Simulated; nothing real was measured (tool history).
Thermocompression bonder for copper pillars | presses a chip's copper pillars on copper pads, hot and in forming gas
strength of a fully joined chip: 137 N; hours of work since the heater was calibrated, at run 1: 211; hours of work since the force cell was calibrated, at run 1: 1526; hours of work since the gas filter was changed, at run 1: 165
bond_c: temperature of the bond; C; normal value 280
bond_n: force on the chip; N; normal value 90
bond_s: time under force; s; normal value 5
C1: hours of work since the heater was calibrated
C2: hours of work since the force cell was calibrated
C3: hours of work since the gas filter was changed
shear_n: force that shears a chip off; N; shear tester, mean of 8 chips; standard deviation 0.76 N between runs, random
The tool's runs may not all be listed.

Run 1, hour 0: usual settings; C1 211; C2 1526; C3 165. Result: shear_n 49.9 N.
Run 2, hour 68.2: usual settings; C1 246; C2 1560; C3 199. Result: shear_n 49.1 N.
Run 3, hour 144: usual settings; C1 283; C2 1598; C3 237. Result: shear_n 48.9 N.
At hour 219.8: forming gas filter changed.
Run 4, hour 219.8: usual settings; C1 321; C2 1635; C3 0. Result: shear_n 52.6 N.
Run 5, hour 262.6: usual settings; C1 342; C2 1657; C3 21. Result: shear_n 52.3 N.
Run 6, hour 336.7: usual settings; C1 379; C2 1694; C3 58. Result: shear_n 51.1 N.
Run 7, hour 372.6: usual settings; C1 397; C2 1712; C3 76. Result: shear_n 50.8 N.
Run 8, hour 423.3: usual settings but bond_s 10 s; C1 423; C2 1737; C3 102. Result: shear_n 64.2 N.
Run 9, hour 465.1: usual settings; C1 444; C2 1758; C3 122. Result: shear_n 48.2 N.
Run 10, hour 524.7: usual settings; C1 473; C2 1787; C3 152. Result: shear_n 48.4 N.
Run 11, hour 575.9: usual settings; C1 499; C2 1813; C3 178. Result: shear_n 47.1 N.
Run 12, hour 627.7: usual settings; C1 525; C2 1839; C3 204. Result: shear_n 46.3 N.
Run 13, hour 688.5: usual settings; C1 555; C2 1869; C3 234. Result: shear_n 46.3 N.
Run 14, hour 726.9: usual settings; C1 574; C2 1888; C3 253. Result: shear_n 46 N.
At hour 770.8: forming gas filter changed.
Run 15, hour 791: usual settings; C1 606; C2 1920; C3 10. Result: shear_n 49.9 N.
Run 16, hour 825.2: usual settings but bond_c 259 C; C1 623; C2 1937; C3 27. Result: shear_n 36.3 N.
Run 17, hour 885.5: usual settings but bond_c 301 C, bond_n 74 N; C1 653; C2 1967; C3 57. Result: shear_n 50.8 N.
Run 18, hour 944.3: usual settings but bond_c 301 C; C1 683; C2 1997; C3 87. Result: shear_n 63.1 N.
At hour 957.7: heater calibrated with a thermocouple chip.
Run 19, hour 1000.7: usual settings but bond_n 63 N, bond_s 3 s; C1 21; C2 2024; C3 114. Result: shear_n 26.2 N.
Run 20, hour 1074.7: usual settings but bond_c 275 C, bond_n 70 N; C1 58; C2 2061; C3 151. Result: shear_n 33.8 N.
Run 21, hour 1145.9: usual settings but bond_c 275 C, bond_n 70 N; C1 94; C2 2096; C3 186. Result: shear_n 33.5 N.
Run 22, hour 1206.7: usual settings but bond_n 120 N, bond_s 13 s; C1 124; C2 2127; C3 217. Result: shear_n 85.8 N.
At hour 1218.4: force cell calibrated.
Run 23, hour 1256.1: usual settings but bond_c 256 C, bond_n 57 N, bond_s 12 s; C1 148; C2 19; C3 241. Result: shear_n 30.5 N.
Run 24, hour 1309.5: usual settings but bond_s 3 s; C1 175; C2 45; C3 267. Result: shear_n 39.4 N.
At hour 1326: forming gas filter changed.
Run 25, hour 1357.4: usual settings but bond_c 262 C, bond_s 4 s; C1 199; C2 69; C3 16. Result: shear_n 38.5 N.
Run 26, hour 1425.3: usual settings but bond_c 306 C; C1 233; C2 103; C3 50. Result: shear_n 70.1 N.
Run 27, hour 1492.1: usual settings but bond_c 273 C; C1 266; C2 136; C3 83. Result: shear_n 46.7 N.
Run 28, hour 1568.3: usual settings but bond_c 273 C; C1 304; C2 175; C3 121. Result: shear_n 47.2 N.
Run 29, hour 1644.8: usual settings but bond_n 96 N; C1 342; C2 213; C3 159. Result: shear_n 53.1 N.
Run 30, hour 1722.8: usual settings but bond_c 272 C, bond_n 124 N; C1 381; C2 252; C3 198. Result: shear_n 61.2 N.

Predict each of these 4 candidate next runs independently; none follows another, all start after run 30:
Run A, hour 1802.1: usual settings but bond_c 272 C, bond_n 103 N, bond_s 3 s; C1 421; C2 291; C3 238. Result: shear_n ?.
Run B, hour 1802.1: usual settings but bond_c 292 C; C1 421; C2 291; C3 238. Result: shear_n ?.
Run C, hour 1802.1: usual settings but bond_c 270 C, bond_n 103 N, bond_s 7 s; C1 421; C2 291; C3 238. Result: shear_n ?.
Run D, hour 1802.1: usual settings but bond_c 287 C, bond_n 84 N, bond_s 10 s; C1 421; C2 291; C3 238. Result: shear_n ?.

run  shear_n
  A     39.5
  B     55.8
  C     54.4
  D     62.6
The same runs, with their run-to-run variation unchanged, on a tool lacking any hidden condition would have given:
run  shear_n
  A     48.7
  B     67.3
  C     66.3
  D     75.3
